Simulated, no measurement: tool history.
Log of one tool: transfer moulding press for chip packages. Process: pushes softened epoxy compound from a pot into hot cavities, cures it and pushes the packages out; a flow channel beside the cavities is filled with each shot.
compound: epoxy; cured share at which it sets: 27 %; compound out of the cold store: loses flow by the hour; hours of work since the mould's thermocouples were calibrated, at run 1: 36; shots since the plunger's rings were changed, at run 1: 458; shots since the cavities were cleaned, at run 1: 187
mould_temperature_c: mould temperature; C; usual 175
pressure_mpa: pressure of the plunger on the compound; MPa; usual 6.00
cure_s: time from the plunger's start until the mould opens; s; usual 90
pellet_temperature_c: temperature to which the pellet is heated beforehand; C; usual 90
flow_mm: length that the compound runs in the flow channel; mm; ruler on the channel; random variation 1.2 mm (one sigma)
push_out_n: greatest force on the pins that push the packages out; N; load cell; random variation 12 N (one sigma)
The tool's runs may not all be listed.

| run | day | mould_temperature_c | pressure_mpa | cure_s | pellet_temperature_c | hours of work since the mould's thermocouples were calibrated | shots since the plunger's rings were changed | shots since the cavities were cleaned | incoming compound's hours out of the cold store | flow_mm | push_out_n |
|---|---|---|---|---|---|---|---|---|---|---|---|
| 1 | 0.000 | 175 | 6.00 | 90 | 90 | 36 | 458 | 187 | 26.5 | 515 | 843 |
| 2 | 0.233 | 175 | 6.00 | 90 | 90 | 39 | 519 | 248 | 42.0 | 491 | 858 |
| 3 | 0.758 | 175 | 6.00 | 90 | 90 | 47 | 656 | 385 | 19.8 | 524 | 1003 |
| 4 | 1.212 | 175 | 6.00 | 90 | 90 | 53 | 774 | 503 | 26.9 | 514 | 1002 |
|  | 1.558 | cavities cleaned with cleaning compound and waxed |
| 5 | 1.671 | 175 | 6.00 | 90 | 90 | 59 | 878 | 29 | 16.9 | 530 | 692 |
| 6 | 2.204 | 175 | 6.00 | 90 | 90 | 67 | 1017 | 168 | 15.5 | 530 | 813 |
| 7 | 2.675 | 175 | 6.00 | 90 | 90 | 74 | 1140 | 291 | 30.0 | 505 | 898 |
| 8 | 2.933 | 177 | 6.00 | 90 | 90 | 77 | 1208 | 359 | 36.7 | 493 | 822 |
| 9 | 3.467 | 179 | 6.00 | 90 | 90 | 85 | 1347 | 498 | 9.6 | 526 | 842 |
|  | 3.846 | cavities cleaned with cleaning compound and waxed |
| 10 | 3.888 | 175 | 6.00 | 90 | 93 | 90 | 1441 | 10 | 38.0 | 490 | 611 |
| 11 | 4.171 | 175 | 6.00 | 90 | 93 | 94 | 1516 | 85 | 31.1 | 501 | 692 |
| 12 | 4.400 | 175 | 6.00 | 90 | 93 | 98 | 1575 | 144 | 48.0 | 475 | 746 |
| 13 | 4.796 | 175 | 6.00 | 90 | 93 | 103 | 1678 | 247 | 45.0 | 477 | 820 |
| 14 | 5.346 | 175 | 4.61 | 90 | 93 | 111 | 1822 | 391 | 10.0 | 464 | 977 |
| 15 | 5.675 | 175 | 4.61 | 90 | 93 | 116 | 1908 | 477 | 40.4 | 422 | 981 |
| 16 | 5.962 | 168 | 4.82 | 130 | 91 | 120 | 1983 | 552 | 8.3 | 487 | 811 |
|  | 6.067 | mould's thermocouples calibrated |
|  | 6.221 | cavities cleaned with cleaning compound and waxed |
| 17 | 6.358 | 179 | 7.18 | 118 | 83 | 3 | 2049 | 37 | 29.7 | 539 | 459 |
| 18 | 6.788 | 183 | 6.00 | 96 | 90 | 9 | 2161 | 149 | 19.1 | 498 | 539 |
| 19 | 7.050 | 174 | 6.00 | 96 | 89 | 13 | 2230 | 218 | 18.1 | 515 | 833 |
| 20 | 7.346 | 174 | 6.00 | 96 | 89 | 18 | 2307 | 295 | 35.5 | 487 | 873 |
| 21 | 7.858 | 182 | 6.00 | 98 | 90 | 25 | 2441 | 429 | 11.3 | 510 | 714 |
| 22 | 8.183 | 179 | 6.00 | 115 | 90 | 30 | 2525 | 513 | 25.0 | 493 | 693 |
|  | 8.504 | cavities cleaned with cleaning compound and waxed |
| 23 | 8.575 | 179 | 6.00 | 115 | 90 | 34 | 2611 | 18 | 17.0 | 504 | 448 |
|  | 9.038 | plunger's sealing rings changed |
|  | 9.158 | mould's thermocouples calibrated, once more |
| 24 | 9.283 | 179 | 4.73 | 87 | 90 | 2 | 43 | 155 | 37.6 | 438 | 659 |
| 25 | 9.550 | 179 | 4.73 | 87 | 90 | 6 | 113 | 225 | 18.6 | 465 | 718 |
| 26 | 10.038 | 176 | 4.73 | 87 | 81 | 13 | 239 | 351 | 10.5 | 480 | 974 |
| 27 | 10.354 | 176 | 7.28 | 87 | 81 | 17 | 323 | 435 | 16.1 | 586 | 1025 |
| 28 | 10.871 | 175 | 4.91 | 117 | 90 | 25 | 458 | 570 | 45.2 | 442 | 758 |

4 ways to go on from here, each from the tool as it stands after run 28. What would each give?
|  | 10.979 | cavities cleaned with cleaning compound and waxed |
| A | 11.196 | 171 | 4.91 | 127 | 87 | 28 | 526 | 57 | 28.4 | ? | ? |
|  | 10.979 | cavities cleaned with cleaning compound and waxed |
| B | 11.196 | 181 | 5.78 | 90 | 97 | 28 | 526 | 57 | 14.9 | ? | ? |
|  | 10.979 | cavities cleaned with cleaning compound and waxed |
| C | 11.196 | 175 | 6.00 | 98 | 81 | 28 | 526 | 57 | 35.4 | ? | ? |
|  | 10.979 | cavities cleaned with cleaning compound and waxed |
| D | 11.196 | 175 | 5.27 | 97 | 90 | 28 | 526 | 57 | 29.5 | ? | ? |

| run | flow_mm | push_out_n |
|---|---|---|
| A | 471 | 507 |
| B | 511 | 517 |
| C | 503 | 590 |
| D | 477 | 577 |
Without the tool's hidden state the same runs would have given:
| run | flow_mm | push_out_n |
|---|---|---|
| A | 475 | 458 |
| B | 516 | 466 |
| C | 508 | 533 |
| D | 482 | 520 |
